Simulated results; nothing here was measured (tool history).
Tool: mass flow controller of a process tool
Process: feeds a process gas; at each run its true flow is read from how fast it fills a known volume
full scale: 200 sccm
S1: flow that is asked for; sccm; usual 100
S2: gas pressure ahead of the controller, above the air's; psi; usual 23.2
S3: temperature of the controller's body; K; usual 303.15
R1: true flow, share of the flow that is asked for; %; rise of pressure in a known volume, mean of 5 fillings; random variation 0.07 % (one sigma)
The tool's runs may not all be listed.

Run 1, hour 0.0: usual settings. Result: R1 98.47 %.
Run 2, hour 241.2: usual settings. Result: R1 98.52 %.
Run 3, hour 433.0: usual settings. Result: R1 98.63 %.
Run 4, hour 659.0: usual settings. Result: R1 98.36 %.
Run 5, hour 883.4: usual settings. Result: R1 98.45 %.
Run 6, hour 1067.1: usual settings. Result: R1 98.46 %.
Run 7, hour 1194.6: usual settings but S3 308.15 K. Result: R1 98.64 %.
Run 8, hour 1347.4: usual settings but S3 308.15 K. Result: R1 98.79 %.
Run 9, hour 1579.8: usual settings but S3 308.15 K. Result: R1 98.76 %.
Run 10, hour 1686.9: usual settings but S1 29 sccm, S2 29.3 psi, S3 299.15 K. Result: R1 97.40 %.
Run 11, hour 1909.2: usual settings but S1 29 sccm, S2 29.3 psi, S3 299.15 K. Result: R1 97.36 %.

5 ways to go on from here, each from the tool as it stands after run 11. What would each give?
Run A, hour 2140.0: usual settings but S1 67 sccm, S2 28.3 psi, S3 294.15 K. Result: R1 ?.
Run B, hour 2140.0: usual settings but S1 25 sccm, S2 29.3 psi, S3 299.15 K. Result: R1 ?.
Run C, hour 2140.0: usual settings but S2 22.6 psi. Result: R1 ?.
Run D, hour 2140.0: usual settings but S1 29 sccm, S2 24.5 psi, S3 297.15 K. Result: R1 ?.
Run E, hour 2140.0: usual settings but S1 47 sccm, S2 20.7 psi, S3 299.15 K. Result: R1 ?.

run     R1
  A  97.68
  B  97.41
  C  98.44
  D  97.03
  E  97.27
Without the tool's hidden state the same runs would have given:
run     R1
  A  97.69
  B  97.43
  C  98.44
  D  97.05
  E  97.28
